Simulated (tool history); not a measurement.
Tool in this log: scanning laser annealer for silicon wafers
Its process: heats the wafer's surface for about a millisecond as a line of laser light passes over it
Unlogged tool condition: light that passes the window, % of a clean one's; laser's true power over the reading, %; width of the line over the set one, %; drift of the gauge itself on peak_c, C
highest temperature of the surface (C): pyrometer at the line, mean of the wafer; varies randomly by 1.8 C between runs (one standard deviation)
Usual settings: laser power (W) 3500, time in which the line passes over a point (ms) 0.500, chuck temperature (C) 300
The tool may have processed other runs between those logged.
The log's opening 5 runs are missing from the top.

run   hour  laser power (W)  time in which the line passes over a point (ms)  chuck temperature (C)  hours of work since the window was cleaned  hours of work since the power meter was calibrated  hours of work since the optics were aligned  highest temperature of the surface (C)
  6   99.5             3500                                            0.457                    300                                         278                                                 278                                         1101                                    1011
  7  128.6             3500                                            0.568                    300                                         295                                                 295                                         1118                                    1108
  8  147.2             3500                                            0.500                    300                                         306                                                 306                                         1129                                    1047
  9  177.0             3500                                            0.500                    300                                         324                                                 324                                         1147                                    1044
 10  192.0             3500                                            0.500                    300                                         333                                                 333                                         1156                                    1048
 11  209.9             3500                                            0.500                    300                                         343                                                 343                                         1166                                    1044
 12  244.0             3500                                            0.500                    300                                         363                                                 363                                         1187                                    1044
 13  258.4             3500                                            0.500                    300                                         372                                                 372                                         1195                                    1043
 14  275.0             3500                                            0.500                    300                                         382                                                 382                                         1205                                    1040
 15  297.3             3500                                            0.500                    300                                         395                                                 395                                         1218                                    1041
 16  323.3             3500                                            0.439                    300                                         410                                                 410                                         1234                                     986
 17  338.6             3500                                            0.529                    300                                         419                                                 419                                         1243                                    1059
 18  371.5             3500                                            0.500                    300                                         439                                                 439                                         1262                                    1039
 19  392.2             3519                                            0.500                    300                                         451                                                 451                                         1274                                    1037
 20  414.6             3519                                            0.500                    300                                         464                                                 464                                         1288                                    1037
 21  442.3             3125                                            0.500                    300                                         481                                                 481                                         1304                                     947
 22  469.7             3125                                            0.500                    300                                         497                                                 497                                         1320                                     945
     476.5  -- window over the wafer cleaned
 23  487.5             3332                                            0.580                    279                                           7                                                 506                                         1330                                    1073
 24  515.8             3332                                            0.580                    279                                          23                                                 523                                         1346                                    1073
 25  537.6             3482                                            0.605                    300                                          36                                                 536                                         1359                                    1150

The next listed run, before its measurement:
 26  560.4             3682                                            0.390                    290                                          50                                                 550                                         1373                                       ?

Run 26 measured highest temperature of the surface (C) 997.
If the tool had no hidden condition, the same run with the same run-to-run variation would have returned highest temperature of the surface (C) 1011.
